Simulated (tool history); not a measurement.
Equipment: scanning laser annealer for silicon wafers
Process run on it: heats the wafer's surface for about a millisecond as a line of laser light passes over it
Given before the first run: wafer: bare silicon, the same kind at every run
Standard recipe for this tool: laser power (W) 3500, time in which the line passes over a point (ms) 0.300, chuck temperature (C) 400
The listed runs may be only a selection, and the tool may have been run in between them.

run,hour,laser power (W),time in which the line passes over a point (ms),chuck temperature (C),highest temperature of the surface (C)
1,0.0,3500,0.300,400,1147
2,6.4,3500,0.300,400,1147
3,12.9,3500,0.300,400,1147
4,18.7,3500,0.276,400,1114
5,28.2,3582,0.300,400,1164
6,32.4,3582,0.300,400,1164
7,36.3,3582,0.300,400,1162
8,41.0,3582,0.300,400,1164
9,46.2,3582,0.300,400,1160
10,53.8,3500,0.300,439,1183
11,58.5,3500,0.300,439,1185
12,62.5,3500,0.300,400,1145
13,66.4,3500,0.300,400,1141
14,71.3,3500,0.300,400,1143
15,76.8,3192,0.300,400,1076
16,83.3,3500,0.300,400,1146
17,90.7,3500,0.300,400,1144
# hour 93.4: window over the wafer cleaned
18,101.2,3500,0.223,400,1037
19,105.2,3500,0.300,400,1137
20,113.1,3500,0.300,400,1136
# hour 116.8: window over the wafer cleaned, once more
21,119.5,3039,0.213,379,926
22,123.5,3210,0.303,412,1101
23,132.4,3508,0.303,391,1146
24,137.5,3354,0.300,387,1104
25,142.6,3012,0.308,387,1033
26,150.0,3012,0.308,387,1034
27,159.5,3812,0.249,398,1143
28,167.1,3812,0.249,398,1141
29,174.1,3705,0.285,398,1171
30,179.4,3705,0.285,398,1168
31,185.3,3636,0.360,398,1253
32,189.4,3740,0.286,384,1166
33,197.7,3625,0.281,420,1170
34,205.4,3429,0.332,409,1176
35,210.1,3811,0.320,439,1284
36,214.7,3811,0.320,439,1280
37,218.6,3500,0.310,372,1131
38,223.0,3845,0.310,394,1232
39,230.9,3087,0.342,394,1089
40,238.8,3298,0.339,436,1183

Predict each of these 4 candidate next runs independently; none follows another, all start after run 40:
A,247.0,3497,0.300,400,?
B,247.0,3391,0.300,411,?
C,247.0,3612,0.374,392,?
D,247.0,3500,0.244,396,?

run,highest temperature of the surface (C)
A,1143
B,1131
C,1252
D,1065
Take away the tool's hidden state, keep each run's random variation, and the runs would have read:
run,highest temperature of the surface (C)
A,1166
B,1154
C,1279
D,1086
